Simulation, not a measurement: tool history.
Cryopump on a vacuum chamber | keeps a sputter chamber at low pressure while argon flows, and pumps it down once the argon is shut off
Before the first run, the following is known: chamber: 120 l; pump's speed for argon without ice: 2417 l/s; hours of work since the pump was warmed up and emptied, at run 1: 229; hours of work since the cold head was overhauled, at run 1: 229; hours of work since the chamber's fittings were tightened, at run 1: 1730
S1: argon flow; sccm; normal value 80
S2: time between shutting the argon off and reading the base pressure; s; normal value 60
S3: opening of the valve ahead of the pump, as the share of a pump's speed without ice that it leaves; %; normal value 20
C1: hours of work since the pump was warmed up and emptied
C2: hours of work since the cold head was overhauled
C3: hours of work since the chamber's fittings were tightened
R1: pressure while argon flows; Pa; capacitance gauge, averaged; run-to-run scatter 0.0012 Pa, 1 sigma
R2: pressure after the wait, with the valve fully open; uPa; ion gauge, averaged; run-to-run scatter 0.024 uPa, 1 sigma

| run | day | S1 | S2 | S3 | C1 | C2 | C3 | R1 | R2 |
|---|---|---|---|---|---|---|---|---|---|
| 1 | 0 | 80 | 60 | 20 | 229 | 229 | 1730 | 0.2845 | 1.79 |
| 2 | 0.838 | 80 | 60 | 20 | 247 | 247 | 1748 | 0.2829 | 1.86 |
| 3 | 2.271 | 80 | 60 | 20 | 276 | 276 | 1778 | 0.287 | 1.73 |
| 4 | 3.717 | 80 | 60 | 20 | 307 | 307 | 1808 | 0.2875 | 1.86 |
| 5 | 4.717 | 80 | 60 | 20 | 327 | 327 | 1829 | 0.2882 | 1.89 |
| 6 | 5.692 | 80 | 60 | 20 | 348 | 348 | 1849 | 0.2896 | 1.88 |
| 7 | 7.188 | 80 | 60 | 20 | 379 | 379 | 1880 | 0.2884 | 1.9 |
| 8 | 8.696 | 80 | 60 | 46 | 410 | 410 | 1912 | 0.1325 | 1.98 |
| 9 | 10.158 | 80 | 60 | 46 | 441 | 441 | 1942 | 0.134 | 2.06 |
| 10 | 10.883 | 42 | 60 | 19 | 456 | 456 | 1957 | 0.1608 | 2.01 |
| 11 | 11.508 | 42 | 60 | 19 | 469 | 469 | 1970 | 0.1617 | 2.02 |
| 12 | 12.829 | 80 | 274 | 39 | 496 | 496 | 1998 | 0.159 | 1.43 |
| 13 | 13.833 | 80 | 274 | 39 | 517 | 517 | 2019 | 0.1577 | 1.53 |

5 ways to go on from here, each from the tool as it stands after run 13. What would each give?
| A | 15.062 | 36 | 56 | 17 | 543 | 543 | 2044 | ? | ? |
| B | 15.062 | 59 | 60 | 20 | 543 | 543 | 2044 | ? | ? |
| C | 15.062 | 80 | 35 | 20 | 543 | 543 | 2044 | ? | ? |
| D | 15.062 | 48 | 35 | 26 | 543 | 543 | 2044 | ? | ? |
| E | 15.062 | 56 | 21 | 16 | 543 | 543 | 2044 | ? | ? |

| run | R1 | R2 |
|---|---|---|
| A | 0.154 | 2.11 |
| B | 0.2176 | 2.13 |
| C | 0.2919 | 2.68 |
| D | 0.1386 | 2.68 |
| E | 0.2561 | 3.59 |
With the hidden condition removed and each run's random variation left untouched, the same runs would have given:
| run | R1 | R2 |
|---|---|---|
| A | 0.1471 | 0.91 |
| B | 0.2064 | 0.9 |
| C | 0.2768 | 1.44 |
| D | 0.1294 | 1.45 |
| E | 0.2454 | 2.35 |

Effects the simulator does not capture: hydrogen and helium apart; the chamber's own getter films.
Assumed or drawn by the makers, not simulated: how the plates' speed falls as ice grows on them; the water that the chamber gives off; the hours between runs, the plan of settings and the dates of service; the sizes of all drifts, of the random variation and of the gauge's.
